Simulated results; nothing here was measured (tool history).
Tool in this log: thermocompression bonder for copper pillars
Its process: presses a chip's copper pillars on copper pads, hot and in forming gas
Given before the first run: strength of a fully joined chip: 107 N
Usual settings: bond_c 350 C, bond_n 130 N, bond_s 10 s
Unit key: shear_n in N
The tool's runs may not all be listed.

| run | hour | bond_c | bond_n | bond_s | shear_n |
|---|---|---|---|---|---|
| 1 | 0.0 | 350 | 130 | 10 | 51.0 |
| 2 | 10.6 | 350 | 130 | 10 | 51.3 |
| 3 | 18.1 | 350 | 130 | 10 | 50.9 |
| 4 | 25.0 | 350 | 130 | 10 | 51.3 |
| 5 | 33.4 | 350 | 130 | 10 | 51.5 |
| 6 | 40.5 | 350 | 130 | 10 | 51.0 |
| 7 | 47.5 | 350 | 130 | 10 | 51.2 |
| 8 | 57.6 | 350 | 130 | 10 | 51.1 |
| 9 | 63.9 | 350 | 130 | 10 | 51.0 |
| 10 | 72.7 | 350 | 130 | 10 | 51.2 |
| 11 | 81.0 | 336 | 130 | 11 | 47.6 |
| 12 | 88.0 | 379 | 107 | 13 | 63.0 |
| 13 | 98.5 | 367 | 90 | 19 | 61.2 |
| 14 | 104.6 | 367 | 90 | 5 | 38.3 |

Branching from run 14: 4 alternative next runs. What would each branch give?
|  | 106.2 | forming gas filter changed |
| A | 112.6 | 367 | 96 | 6 | ? |
|  | 106.2 | forming gas filter changed |
| B | 112.6 | 328 | 138 | 26 | ? |
|  | 106.2 | forming gas filter changed |
| C | 112.6 | 350 | 83 | 7 | ? |
|  | 106.2 | forming gas filter changed |
| D | 112.6 | 367 | 118 | 5 | ? |

| run | shear_n |
|---|---|
| A | 42.0 |
| B | 61.7 |
| C | 36.0 |
| D | 43.5 |
The same runs, with their run-to-run variation unchanged, on a tool lacking any hidden condition would have given:
| run | shear_n |
|---|---|
| A | 41.6 |
| B | 61.0 |
| C | 35.6 |
| D | 43.0 |
